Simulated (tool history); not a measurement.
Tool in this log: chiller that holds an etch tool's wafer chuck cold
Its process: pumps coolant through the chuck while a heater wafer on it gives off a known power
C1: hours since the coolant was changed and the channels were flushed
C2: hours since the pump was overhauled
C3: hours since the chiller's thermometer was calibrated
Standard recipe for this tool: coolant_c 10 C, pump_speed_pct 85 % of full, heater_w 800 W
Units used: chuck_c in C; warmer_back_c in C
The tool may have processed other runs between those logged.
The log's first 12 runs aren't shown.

{"run": 13, "hour": 1143.6, "coolant_c": 10, "pump_speed_pct": 85, "heater_w": 624, "C1": 3489, "C2": 2474, "C3": 2806, "chuck_c": 15.6, "warmer_back_c": 2.23}
{"run": 14, "hour": 1194.5, "coolant_c": 10, "pump_speed_pct": 85, "heater_w": 624, "C1": 3540, "C2": 2525, "C3": 2857, "chuck_c": 15.5, "warmer_back_c": 2.18}
{"run": 15, "hour": 1279.9, "coolant_c": 10, "pump_speed_pct": 85, "heater_w": 624, "C1": 3626, "C2": 2610, "C3": 2942, "chuck_c": 15.7, "warmer_back_c": 2.2}
{"run": 16, "hour": 1372.1, "coolant_c": 10, "pump_speed_pct": 85, "heater_w": 624, "C1": 3718, "C2": 2702, "C3": 3035, "chuck_c": 15.6, "warmer_back_c": 2.23}
{"run": 17, "hour": 1480.4, "coolant_c": 10, "pump_speed_pct": 85, "heater_w": 624, "C1": 3826, "C2": 2811, "C3": 3143, "chuck_c": 15.5, "warmer_back_c": 2.21}
{"run": 18, "hour": 1576.5, "coolant_c": 10, "pump_speed_pct": 67, "heater_w": 451, "C1": 3922, "C2": 2907, "C3": 3239, "chuck_c": 14.6, "warmer_back_c": 2.1}
{"run": 19, "hour": 1645.3, "coolant_c": 10, "pump_speed_pct": 72, "heater_w": 451, "C1": 3991, "C2": 2975, "C3": 3308, "chuck_c": 14.4, "warmer_back_c": 1.98}
{"run": 20, "hour": 1709.7, "coolant_c": 10, "pump_speed_pct": 83, "heater_w": 800, "C1": 4055, "C2": 3040, "C3": 3372, "chuck_c": 17.3, "warmer_back_c": 2.96}
{"run": 21, "hour": 1761.0, "coolant_c": 10, "pump_speed_pct": 72, "heater_w": 800, "C1": 4107, "C2": 3091, "C3": 3423, "chuck_c": 18.4, "warmer_back_c": 3.42}
{"run": 22, "hour": 1883.3, "coolant_c": 10, "pump_speed_pct": 72, "heater_w": 800, "C1": 4229, "C2": 3213, "C3": 3546, "chuck_c": 18.4, "warmer_back_c": 3.45}
{"run": 23, "hour": 1983.2, "coolant_c": 5, "pump_speed_pct": 80, "heater_w": 480, "C1": 4329, "C2": 3313, "C3": 3646, "chuck_c": 9.5, "warmer_back_c": 1.9}
{"run": 24, "hour": 2050.1, "coolant_c": 6, "pump_speed_pct": 78, "heater_w": 800, "C1": 4396, "C2": 3380, "C3": 3713, "chuck_c": 13.7, "warmer_back_c": 3.14}
{"run": 25, "hour": 2172.1, "coolant_c": 10, "pump_speed_pct": 79, "heater_w": 589, "C1": 4518, "C2": 3502, "C3": 3835, "chuck_c": 15.7, "warmer_back_c": 2.39}
{"run": 26, "hour": 2228.9, "coolant_c": 16, "pump_speed_pct": 69, "heater_w": 448, "C1": 4575, "C2": 3559, "C3": 3891, "chuck_c": 20.7, "warmer_back_c": 2.08}
{"run": 27, "hour": 2303.7, "coolant_c": 6, "pump_speed_pct": 81, "heater_w": 800, "C1": 4649, "C2": 3634, "C3": 3966, "chuck_c": 13.5, "warmer_back_c": 3.04}
{"run": 28, "hour": 2368.2, "coolant_c": 8, "pump_speed_pct": 81, "heater_w": 685, "C1": 4714, "C2": 3698, "C3": 4031, "chuck_c": 14.4, "warmer_back_c": 2.59}
{"run": 29, "hour": 2462.9, "coolant_c": 10, "pump_speed_pct": 69, "heater_w": 1074, "C1": 4809, "C2": 3793, "C3": 4125, "chuck_c": 21.8, "warmer_back_c": 4.94}
{"run": 30, "hour": 2556.9, "coolant_c": 10, "pump_speed_pct": 85, "heater_w": 692, "C1": 4903, "C2": 3887, "C3": 4219, "chuck_c": 16.1, "warmer_back_c": 2.53}
{"run": 31, "hour": 2658.3, "coolant_c": 10, "pump_speed_pct": 85, "heater_w": 692, "C1": 5004, "C2": 3988, "C3": 4321, "chuck_c": 16.2, "warmer_back_c": 2.54}

Predict each of these 4 candidate next runs independently; none follows another, all start after run 31:
{"run": "A", "hour": 2739.9, "coolant_c": 3, "pump_speed_pct": 85, "heater_w": 639, "C1": 5086, "C2": 4070, "C3": 4402, "chuck_c": "?", "warmer_back_c": "?"}
{"run": "B", "hour": 2739.9, "coolant_c": 6, "pump_speed_pct": 85, "heater_w": 692, "C1": 5086, "C2": 4070, "C3": 4402, "chuck_c": "?", "warmer_back_c": "?"}
{"run": "C", "hour": 2739.9, "coolant_c": 10, "pump_speed_pct": 72, "heater_w": 692, "C1": 5086, "C2": 4070, "C3": 4402, "chuck_c": "?", "warmer_back_c": "?"}
{"run": "D", "hour": 2739.9, "coolant_c": 10, "pump_speed_pct": 60, "heater_w": 692, "C1": 5086, "C2": 4070, "C3": 4402, "chuck_c": "?", "warmer_back_c": "?"}

run=A chuck_c=8.8 warmer_back_c=2.32
run=B chuck_c=12.1 warmer_back_c=2.47
run=C chuck_c=17.2 warmer_back_c=3.03
run=D chuck_c=18.5 warmer_back_c=3.70
What these runs would have given with no unlogged condition in the tool:
run=A chuck_c=8.5 warmer_back_c=2.18
run=B chuck_c=11.7 warmer_back_c=2.32
run=C chuck_c=16.8 warmer_back_c=2.85
run=D chuck_c=17.8 warmer_back_c=3.48
